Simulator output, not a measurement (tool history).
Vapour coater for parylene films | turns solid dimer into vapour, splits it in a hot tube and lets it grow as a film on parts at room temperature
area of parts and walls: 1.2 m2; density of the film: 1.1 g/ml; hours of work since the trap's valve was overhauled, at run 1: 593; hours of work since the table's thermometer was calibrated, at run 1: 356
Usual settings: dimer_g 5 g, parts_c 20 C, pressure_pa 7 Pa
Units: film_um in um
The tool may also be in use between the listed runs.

| run | hour | dimer_g | parts_c | pressure_pa | hours of work since the trap's valve was overhauled | hours of work since the table's thermometer was calibrated | film_um |
|---|---|---|---|---|---|---|---|
| 1 | 0 | 5 | 20 | 7 | 593 | 356 | 2.05 |
| 2 | 15.3 | 5 | 20 | 7 | 605 | 368 | 2.05 |
| 3 | 27.6 | 5 | 20 | 7 | 615 | 378 | 2.01 |
| 4 | 37.2 | 5 | 25 | 7 | 622 | 385 | 1.76 |
| 5 | 45.1 | 5 | 25 | 7 | 629 | 391 | 1.77 |
| 6 | 60.1 | 2 | 20 | 7 | 641 | 403 | 0.81 |
| 7 | 69 | 4 | 20 | 7 | 648 | 410 | 1.62 |
| 8 | 83.8 | 4 | 20 | 7 | 659 | 422 | 1.62 |
| 9 | 94.6 | 5 | 20 | 7 | 668 | 431 | 2.03 |
|  | 110.6 | trap's valve overhauled |
| 10 | 110.6 | 5 | 20 | 7 | 0 | 440 | 2.15 |
| 11 | 119.4 | 5 | 23 | 7 | 7 | 447 | 2.01 |
| 12 | 132.6 | 5 | 20 | 7 | 17 | 458 | 2.11 |
| 13 | 147.3 | 5 | 14 | 7 | 29 | 469 | 2.51 |
| 14 | 157.9 | 5 | 14 | 7 | 37 | 478 | 2.49 |
| 15 | 173.9 | 5 | 14 | 7 | 50 | 490 | 2.5 |
| 16 | 181.2 | 2 | 20 | 7 | 56 | 496 | 0.83 |
| 17 | 196 | 2 | 20 | 7 | 68 | 508 | 0.85 |
| 18 | 207.3 | 5 | 20 | 7 | 77 | 517 | 2.14 |
| 19 | 222.3 | 5 | 20 | 7 | 88 | 529 | 2.14 |
| 20 | 239.2 | 5 | 20 | 7 | 102 | 542 | 2.15 |
| 21 | 248.5 | 5 | 20 | 7 | 109 | 549 | 2.12 |
| 22 | 259.3 | 5 | 20 | 7 | 118 | 558 | 2.15 |
| 23 | 267.1 | 5 | 20 | 7 | 124 | 564 | 2.1 |
| 24 | 282.7 | 2 | 16 | 5.49 | 136 | 577 | 0.97 |
| 25 | 291.5 | 2 | 16 | 5.49 | 143 | 583 | 0.97 |
| 26 | 302.4 | 2 | 16 | 3.22 | 152 | 592 | 1.06 |
| 27 | 314.8 | 5 | 17 | 5.28 | 162 | 602 | 2.4 |
| 28 | 329.2 | 5 | 20 | 6.94 | 173 | 613 | 2.08 |
| 29 | 339.4 | 2 | 20 | 7 | 181 | 621 | 0.85 |
| 30 | 356.1 | 5 | 26 | 7 | 194 | 635 | 1.8 |
| 31 | 373.2 | 5 | 26 | 7 | 208 | 648 | 1.8 |
| 32 | 389.4 | 4 | 26 | 7 | 221 | 661 | 1.46 |
| 33 | 397.9 | 5 | 14 | 4.12 | 228 | 668 | 2.62 |
| 34 | 406.7 | 3 | 23 | 2.34 | 234 | 675 | 1.36 |
| 35 | 421.5 | 5 | 24 | 2.95 | 246 | 686 | 2.12 |
| 36 | 433.4 | 5 | 20 | 2.95 | 256 | 696 | 2.38 |
| 37 | 440.9 | 5 | 20 | 2.95 | 262 | 702 | 2.35 |
| 38 | 452.9 | 4 | 12 | 5.72 | 271 | 711 | 2.1 |
| 39 | 465.8 | 6 | 20 | 3.94 | 281 | 722 | 2.71 |
| 40 | 477.3 | 6 | 20 | 3.94 | 290 | 731 | 2.73 |
| 41 | 488.7 | 7 | 22 | 7.12 | 299 | 740 | 2.75 |

Some steps in film_um between neighbouring runs. How much of each would the tool show without its hidden state too (settings, what came in, random variation), and how much is left for the hidden state, with any gauge scatter that isn't in both results?
The hidden state here: vapour lost through the trap's worn valve, %; true temperature of the parts over the reading, C; drift of the gauge itself on film_um, %.
Run 5 -> 6: dimer_g 5 -> 2, parts_c 25 -> 20. film_um -0.96 um: hidden state +0.05, all else -1.01.
Run 6 -> 7: dimer_g 2 -> 4. film_um +0.81 um: hidden state -0.05, all else +0.86.
Run 9 -> 10: trap's valve overhauled. film_um +0.12 um: hidden state +0.12, all else +0.
Run 15 -> 16: dimer_g 5 -> 2, parts_c 14 -> 20. film_um -1.67 um: hidden state +0.02, all else -1.69.
Run 17 -> 18: dimer_g 2 -> 5. film_um +1.29 um: hidden state -0.02, all else +1.31.
Run 26 -> 27: dimer_g 2 -> 5, parts_c 16 -> 17, pressure_pa 3.22 -> 5.28. film_um +1.34 um: hidden state -0.03, all else +1.37.
